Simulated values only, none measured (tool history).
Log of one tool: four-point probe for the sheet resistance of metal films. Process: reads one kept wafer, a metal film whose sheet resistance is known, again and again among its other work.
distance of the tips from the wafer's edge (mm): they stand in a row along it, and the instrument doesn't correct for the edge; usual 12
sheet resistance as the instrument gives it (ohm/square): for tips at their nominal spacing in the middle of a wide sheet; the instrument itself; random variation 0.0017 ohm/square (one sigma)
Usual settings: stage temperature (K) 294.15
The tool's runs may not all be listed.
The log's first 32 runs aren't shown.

| run | hour | stage temperature (K) | distance of the tips from the wafer's edge (mm) | touches since the probe head was changed | hours of work since the stage's thermometer was calibrated | sheet resistance as the instrument gives it (ohm/square) |
|---|---|---|---|---|---|---|
| 33 | 427.5 | 292.15 | 62 | 106131 | 146 | 8.839497 |
| 34 | 447 | 291.15 | 64 | 107066 | 160 | 8.853301 |
| 35 | 460.4 | 305.15 | 18 | 107712 | 169 | 8.718393 |
|  | 463.7 | new probe head fitted |
| 36 | 478.9 | 297.15 | 9 | 732 | 180 | 8.661052 |
| 37 | 487.7 | 296.15 | 12 | 1153 | 186 | 8.650229 |
| 38 | 497.8 | 291.15 | 7 | 1641 | 193 | 8.768712 |
| 39 | 511.1 | 306.15 | 12 | 2281 | 202 | 8.551459 |
| 40 | 520.3 | 295.15 | 45 | 2721 | 208 | 8.635689 |
| 41 | 533.7 | 302.15 | 4 | 3366 | 217 | 8.838951 |
| 42 | 545.5 | 308.15 | 26 | 3935 | 225 | 8.511758 |

Forecast each of these 3 alternatives for the next run:
| A | 563.4 | 306.15 | 4 | 4796 | 237 | ? |
| B | 563.4 | 294.15 | 43 | 4796 | 237 | ? |
| C | 563.4 | 295.15 | 12 | 4796 | 237 | ? |

| run | sheet resistance as the instrument gives it (ohm/square) |
|---|---|
| A | 8.802078 |
| B | 8.645247 |
| C | 8.671407 |
Without the tool's hidden state the same runs would have given:
| run | sheet resistance as the instrument gives it (ohm/square) |
|---|---|
| A | 8.801934 |
| B | 8.645135 |
| C | 8.671292 |
